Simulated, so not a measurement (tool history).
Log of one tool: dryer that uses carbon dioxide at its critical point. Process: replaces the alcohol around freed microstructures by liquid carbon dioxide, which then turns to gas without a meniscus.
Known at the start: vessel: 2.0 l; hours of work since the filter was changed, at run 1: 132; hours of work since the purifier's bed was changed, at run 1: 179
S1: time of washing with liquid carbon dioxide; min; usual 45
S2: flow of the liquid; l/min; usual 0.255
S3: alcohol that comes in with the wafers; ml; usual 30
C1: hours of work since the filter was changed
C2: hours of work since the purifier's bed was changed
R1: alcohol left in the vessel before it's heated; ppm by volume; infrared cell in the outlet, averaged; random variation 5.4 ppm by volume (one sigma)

run	day	S1	S2	S3	C1	C2	R1
1	0.000	45	0.255	30	132	179	232
2	1.500	45	0.255	30	146	193	231
3	2.600	45	0.358	30	157	204	117
4	4.292	30	0.255	30	173	220	791
5	6.025	30	0.255	30	189	236	794
6	7.867	55	0.255	30	206	253	167
7	9.062	55	0.255	30	217	265	168
8	10.917	45	0.255	36	235	282	316
9	12.225	45	0.255	36	247	294	323
10	13.875	45	0.255	79	263	310	546
11	15.738	47	0.255	30	280	327	276
12	17.250	45	0.255	83	294	342	572
13	18.100	45	0.343	30	302	350	197
14	19.483	45	0.343	30	315	363	203
15	21.179	45	0.177	46	331	379	1138
16	22.996	57	0.317	115	349	396	226
17	24.450	30	0.255	117	362	409	2967
18	25.504	45	0.269	30	372	419	310
19	26.754	45	0.229	38	384	431	521
20	28.425	45	0.229	38	400	447	523
21	29.258	45	0.229	38	407	455	540
22	30.171	32	0.324	21	416	463	388
23	31.733	32	0.324	21	431	478	393
24	32.796	45	0.363	31	441	488	242
25	34.629	45	0.363	31	458	505	246
26	35.621	45	0.254	97	467	514	774
27	37.383	32	0.255	30	484	531	860
28	39.283	30	0.348	88	502	549	990

3 ways to go on from here, each from the tool as it stands after run 28. What would each give?
# day 39.488: purifier's bed changed
A	40.204	65	0.211	59	509	7	?
# day 39.488: purifier's bed changed
B	40.204	30	0.197	88	509	7	?
# day 39.488: purifier's bed changed
C	40.204	34	0.361	59	509	7	?

run	R1
A	146
B	4354
C	255
Without the tool's hidden state the same runs would have given:
run	R1
A	110
B	3874
C	200
